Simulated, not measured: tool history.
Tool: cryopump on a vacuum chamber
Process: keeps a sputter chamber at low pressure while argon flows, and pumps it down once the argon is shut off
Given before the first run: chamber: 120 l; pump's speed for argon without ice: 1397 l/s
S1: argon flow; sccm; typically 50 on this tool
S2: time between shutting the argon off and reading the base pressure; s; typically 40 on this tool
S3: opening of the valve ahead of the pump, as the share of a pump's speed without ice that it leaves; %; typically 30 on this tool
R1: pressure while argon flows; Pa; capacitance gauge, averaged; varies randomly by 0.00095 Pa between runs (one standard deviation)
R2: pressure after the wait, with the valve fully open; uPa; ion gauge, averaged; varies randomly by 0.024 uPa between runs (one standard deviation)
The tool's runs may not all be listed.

run	day	S1	S2	S3	R1	R2
1	0	50	40	30	0.2058	1.57
2	0.458	50	40	30	0.2058	1.58
3	0.888	50	34	30	0.2057	1.73
4	1.362	50	40	31	0.1996	1.58
5	2.017	50	40	31	0.1996	1.67
6	2.817	50	40	16	0.3832	1.69
7	3.35	50	40	30	0.2088	1.64
8	4.117	50	40	30	0.2074	1.7
9	4.971	50	64	30	0.2086	1.48
10	5.733	50	64	30	0.2078	1.5
11	6.408	50	64	30	0.2062	1.56
12	7.208	50	40	38	0.1638	1.83
13	7.833	50	40	38	0.1645	1.79
14	8.446	50	40	38	0.1662	1.84
15	8.946	58	40	30	0.2422	1.84
16	9.412	45	40	30	0.1868	1.87
17	10.279	45	40	30	0.1872	1.96
18	11.104	44	40	55	0.1019	1.93
19	11.529	72	40	21	0.4247	1.99
20	12.35	25	40	42	0.0765	1.95

Run 21 has not been measured yet. What should we expect?
21	13.075	24	29	16	?	?

Run 21 yielded R1 0.185 Pa, R2 2.24 uPa.
With the hidden condition absent and the run-to-run variation left alone, this run would have shown R1 0.1813 Pa, R2 1.11 uPa.
